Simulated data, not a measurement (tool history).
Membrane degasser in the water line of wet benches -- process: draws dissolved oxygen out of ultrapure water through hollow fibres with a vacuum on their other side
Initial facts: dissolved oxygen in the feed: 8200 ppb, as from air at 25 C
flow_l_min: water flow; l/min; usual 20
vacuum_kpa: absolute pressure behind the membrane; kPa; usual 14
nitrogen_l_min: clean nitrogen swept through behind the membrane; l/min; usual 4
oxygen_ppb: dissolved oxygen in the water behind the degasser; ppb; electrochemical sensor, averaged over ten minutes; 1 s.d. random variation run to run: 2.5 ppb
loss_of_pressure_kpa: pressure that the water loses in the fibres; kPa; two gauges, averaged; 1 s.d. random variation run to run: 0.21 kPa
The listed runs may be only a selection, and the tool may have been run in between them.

Run 1, hour 0: usual settings. Result: oxygen_ppb 254.2 ppb, loss_of_pressure_kpa 46.84 kPa.
Run 2, hour 38.2: usual settings. Result: oxygen_ppb 254.3 ppb, loss_of_pressure_kpa 46.79 kPa.
Run 3, hour 72.1: usual settings. Result: oxygen_ppb 254.6 ppb, loss_of_pressure_kpa 46.74 kPa.
Run 4, hour 124.2: usual settings. Result: oxygen_ppb 256.8 ppb, loss_of_pressure_kpa 46.92 kPa.
Run 5, hour 158.2: usual settings. Result: oxygen_ppb 253 ppb, loss_of_pressure_kpa 46.92 kPa.
Run 6, hour 194.1: usual settings but flow_l_min 25 l/min. Result: oxygen_ppb 366.4 ppb, loss_of_pressure_kpa 58.77 kPa.
Run 7, hour 230.7: usual settings. Result: oxygen_ppb 253.8 ppb, loss_of_pressure_kpa 46.87 kPa.
Run 8, hour 285.5: usual settings but nitrogen_l_min 6.75 l/min. Result: oxygen_ppb 203.8 ppb, loss_of_pressure_kpa 47.03 kPa.
Run 9, hour 330.2: usual settings but flow_l_min 26 l/min, nitrogen_l_min 6.75 l/min. Result: oxygen_ppb 323.4 ppb, loss_of_pressure_kpa 61.05 kPa.
Run 10, hour 359.4: usual settings but flow_l_min 26 l/min, nitrogen_l_min 6.75 l/min. Result: oxygen_ppb 324.9 ppb, loss_of_pressure_kpa 61.14 kPa.
Run 11, hour 395.5: usual settings but flow_l_min 26 l/min, nitrogen_l_min 6.75 l/min. Result: oxygen_ppb 325.9 ppb, loss_of_pressure_kpa 60.91 kPa.
Run 12, hour 447.9: usual settings but flow_l_min 26 l/min, nitrogen_l_min 6.75 l/min. Result: oxygen_ppb 327 ppb, loss_of_pressure_kpa 60.89 kPa.
Run 13, hour 497.2: usual settings but flow_l_min 25 l/min, nitrogen_l_min 8.78 l/min. Result: oxygen_ppb 283.5 ppb, loss_of_pressure_kpa 58.89 kPa.
Run 14, hour 540: usual settings but flow_l_min 13 l/min, vacuum_kpa 14.9 kPa, nitrogen_l_min 11.52 l/min. Result: oxygen_ppb 69.2 ppb, loss_of_pressure_kpa 30.49 kPa.
Run 15, hour 587.7: usual settings but flow_l_min 13 l/min, vacuum_kpa 14.9 kPa, nitrogen_l_min 11.52 l/min. Result: oxygen_ppb 69.7 ppb, loss_of_pressure_kpa 30.4 kPa.
Run 16, hour 627.5: usual settings but flow_l_min 14 l/min, vacuum_kpa 31.2 kPa, nitrogen_l_min 4.6 l/min. Result: oxygen_ppb 253.1 ppb, loss_of_pressure_kpa 32.97 kPa.
Run 17, hour 683.4: usual settings but vacuum_kpa 30.3 kPa, nitrogen_l_min 4.8 l/min. Result: oxygen_ppb 383.7 ppb, loss_of_pressure_kpa 46.82 kPa.
Run 18, hour 714.2: usual settings but vacuum_kpa 30.3 kPa, nitrogen_l_min 4.8 l/min. Result: oxygen_ppb 387.4 ppb, loss_of_pressure_kpa 46.64 kPa.
Run 19, hour 738.8: usual settings but vacuum_kpa 30.3 kPa, nitrogen_l_min 4.8 l/min. Result: oxygen_ppb 390.4 ppb, loss_of_pressure_kpa 47.02 kPa.
Run 20, hour 782: usual settings but flow_l_min 12 l/min, vacuum_kpa 30.3 kPa, nitrogen_l_min 2.45 l/min. Result: oxygen_ppb 340.2 ppb, loss_of_pressure_kpa 28.25 kPa.
Run 21, hour 826: usual settings but flow_l_min 14 l/min, nitrogen_l_min 8.02 l/min. Result: oxygen_ppb 94.2 ppb, loss_of_pressure_kpa 32.64 kPa.
Run 22, hour 871.3: usual settings but flow_l_min 23 l/min, vacuum_kpa 17.5 kPa. Result: oxygen_ppb 364.8 ppb, loss_of_pressure_kpa 54.3 kPa.
Run 23, hour 900.9: usual settings but vacuum_kpa 17.5 kPa. Result: oxygen_ppb 290.9 ppb, loss_of_pressure_kpa 46.81 kPa.

Forecast each of these 3 alternatives for the next run:
Run A, hour 935: usual settings but vacuum_kpa 31.2 kPa. Result: oxygen_ppb ?, loss_of_pressure_kpa ?.
Run B, hour 935: usual settings but vacuum_kpa 22.3 kPa. Result: oxygen_ppb ?, loss_of_pressure_kpa ?.
Run C, hour 935: usual settings but flow_l_min 22 l/min, vacuum_kpa 20.5 kPa. Result: oxygen_ppb ?, loss_of_pressure_kpa ?.

run  oxygen_ppb  loss_of_pressure_kpa
  A       446.9                 46.79
  B       346.8                 46.86
  C       378.7                 51.44
Had the tool no hidden state, the same runs would have come out as:
run  oxygen_ppb  loss_of_pressure_kpa
  A       446.6                 46.77
  B       346.6                 46.84
  C       378.4                 51.42
